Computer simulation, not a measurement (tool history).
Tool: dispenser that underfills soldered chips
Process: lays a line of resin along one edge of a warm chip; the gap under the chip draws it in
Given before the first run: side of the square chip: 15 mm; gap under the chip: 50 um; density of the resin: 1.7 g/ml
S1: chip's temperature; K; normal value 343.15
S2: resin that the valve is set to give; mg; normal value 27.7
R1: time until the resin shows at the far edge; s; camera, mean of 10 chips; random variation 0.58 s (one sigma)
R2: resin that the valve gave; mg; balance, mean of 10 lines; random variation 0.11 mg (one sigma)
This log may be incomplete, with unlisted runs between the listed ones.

run	hour	S1	S2	R1	R2
1	0.0	343.15	27.7	60.6	26.43
# hour 4.7: new syringe of resin
2	5.6	343.15	27.7	50.4	26.32
3	10.5	343.15	26.6	64.3	25.43
# hour 14.3: new syringe of resin
# hour 18.4: dispensing valve cleaned and set on the balance
4	18.4	343.15	26.6	56.8	26.68
# hour 24.6: new syringe of resin
5	27.2	343.15	26.6	54.9	26.54
# hour 33.8: new syringe of resin
6	36.3	343.15	27.7	54.3	27.38
# hour 43.7: new syringe of resin
7	44.4	343.15	23.7	52.8	23.49
# hour 53.3: new syringe of resin
8	53.8	333.15	27.7	86.4	27.13
# hour 63.0: new syringe of resin
9	63.0	343.15	27.7	48.6	26.95
10	70.0	357.15	27.7	31.9	26.65
# hour 72.7: new syringe of resin
11	76.6	343.15	24.4	60.0	23.38
12	80.8	343.15	24.4	73.5	23.35
# hour 81.9: new syringe of resin
13	88.2	343.15	27.7	64.2	26.26
# hour 91.4: new syringe of resin
# hour 93.2: dispensing valve cleaned and set on the balance
14	94.0	344.15	27.7	48.9	27.71
# hour 102.3: new syringe of resin
15	102.3	344.15	28.3	44.9	28.06
# hour 111.6: new syringe of resin
16	111.7	344.15	28.3	43.5	27.89
17	116.7	344.15	28.3	55.7	27.76
# hour 121.0: new syringe of resin
18	122.9	330.15	32.2	103.7	31.40
# hour 130.6: new syringe of resin
19	132.4	352.15	29.1	31.8	28.41
# hour 139.8: new syringe of resin
20	142.2	329.15	35.3	111.6	33.82
# hour 149.4: new syringe of resin
21	151.1	339.15	25.2	65.7	24.00
22	155.3	349.15	23.8	49.8	22.70
# hour 158.6: new syringe of resin
23	162.0	349.15	28.5	39.6	26.96
# hour 167.4: dispensing valve cleaned and set on the balance
# hour 169.1: new syringe of resin
24	170.7	349.15	28.5	37.2	28.28
25	175.9	347.15	25.8	53.8	25.50
# hour 178.9: new syringe of resin
26	181.8	339.15	27.4	65.8	27.04
# hour 188.2: new syringe of resin
27	190.6	333.15	35.3	86.3	34.51
# hour 197.7: new syringe of resin
28	200.8	333.15	35.3	91.4	34.17
# hour 206.9: new syringe of resin
29	207.1	333.15	35.3	79.8	34.02
# hour 216.3: new syringe of resin
30	216.3	357.15	24.2	22.6	23.33
31	223.4	354.15	24.5	38.1	23.39
# hour 226.2: new syringe of resin
32	231.2	348.15	31.3	45.2	29.82
# hour 235.3: new syringe of resin
33	236.2	348.15	31.3	35.6	29.59
# hour 242.0: dispensing valve cleaned and set on the balance
# hour 245.7: new syringe of resin
34	246.5	348.15	31.3	34.4	31.22

Below are 4 alternative next runs, each starting from the tool's condition after run 34. Predict each:
A	252.2	337.15	27.7	?	?
B	252.2	328.15	23.6	?	?
C	252.2	332.15	29.6	?	?
D	252.2	342.15	33.2	?	?

run	R1	R2
A	85.2	27.44
B	149.8	23.44
C	111.3	29.18
D	62.4	33.07
With the hidden condition removed and each run's random variation left untouched, the same runs would have given:
run	R1	R2
A	69.0	27.72
B	121.7	23.68
C	90.5	29.48
D	50.6	33.41

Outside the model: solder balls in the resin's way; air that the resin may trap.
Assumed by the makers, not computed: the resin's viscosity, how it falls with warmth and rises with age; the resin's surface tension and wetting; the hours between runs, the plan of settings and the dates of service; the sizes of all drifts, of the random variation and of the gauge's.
